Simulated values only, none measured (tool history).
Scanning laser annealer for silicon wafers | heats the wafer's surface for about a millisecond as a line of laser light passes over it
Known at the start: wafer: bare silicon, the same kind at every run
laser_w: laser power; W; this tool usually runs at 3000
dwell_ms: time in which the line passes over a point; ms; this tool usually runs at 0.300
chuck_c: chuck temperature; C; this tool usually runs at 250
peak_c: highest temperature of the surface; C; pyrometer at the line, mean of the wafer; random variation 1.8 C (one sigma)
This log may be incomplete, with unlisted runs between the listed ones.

run   hour  laser_w  dwell_ms  chuck_c  peak_c
  1    0.0     3000     0.300      250     911
  2   16.3     3000     0.300      250     908
  3   27.3     3000     0.300      250     910
  4   36.0     3000     0.300      250     909
  5   47.5     3000     0.300      250     908
  6   57.3     3000     0.300      250     906
  7   66.8     3000     0.300      250     903
      82.0  -- optics aligned, line set to its width
  8   82.0     3000     0.353      250     969
  9   94.6     3000     0.300      250     903
 10  104.0     3000     0.300      250     905
     112.6  -- window over the wafer cleaned
 11  114.1     3000     0.300      250     954
     120.0  -- optics aligned, line set to its width, once more
 12  126.3     3000     0.300      250     964
 13  141.3     3000     0.300      250     963
 14  149.8     3000     0.300      250     959
 15  158.1     3000     0.300      250     965
 16  169.0     3000     0.300      250     964
 17  184.6     3000     0.327      250     997
 18  191.7     3000     0.327      250     997
 19  198.6     2693     0.327      250     895
 20  211.4     3000     0.300      250     960
 21  222.8     2985     0.229      227     831
 22  231.0     2985     0.229      227     826
 23  244.8     2985     0.229      227     828
 24  259.8     3014     0.229      227     837
 25  275.2     3000     0.300      264     972
 26  283.7     3000     0.300      264     970
 27  296.2     2952     0.228      227     818
 28  309.7     2952     0.228      227     816
 29  320.4     2952     0.228      227     814
 30  327.5     2620     0.300      214     802
 31  335.7     2620     0.300      214     801
 32  346.3     2880     0.354      211     947
 33  359.4     2942     0.233      264     857
 34  367.3     2942     0.233      264     856
 35  382.1     2942     0.233      264     857
 36  396.2     2942     0.233      264     857
 37  407.3     2942     0.233      264     854
 38  415.8     3161     0.310      238    1005
 39  427.1     3161     0.310      238    1005
 40  438.9     3161     0.310      238    1008

What if the next run were any one of these 5? Each begins from the tool's condition after run 40:
  A  452.0     3161     0.300      250       ?
  B  452.0     3213     0.300      250       ?
  C  452.0     2658     0.251      238       ?
  D  452.0     3161     0.362      238       ?
  E  452.0     2743     0.321      263       ?

run  peak_c
  A    1001
  B    1021
  C     775
  D    1077
  E     909
Had the tool no hidden state, the same runs would have come out as:
run  peak_c
  A    1012
  B    1032
  C     783
  D    1090
  E     919

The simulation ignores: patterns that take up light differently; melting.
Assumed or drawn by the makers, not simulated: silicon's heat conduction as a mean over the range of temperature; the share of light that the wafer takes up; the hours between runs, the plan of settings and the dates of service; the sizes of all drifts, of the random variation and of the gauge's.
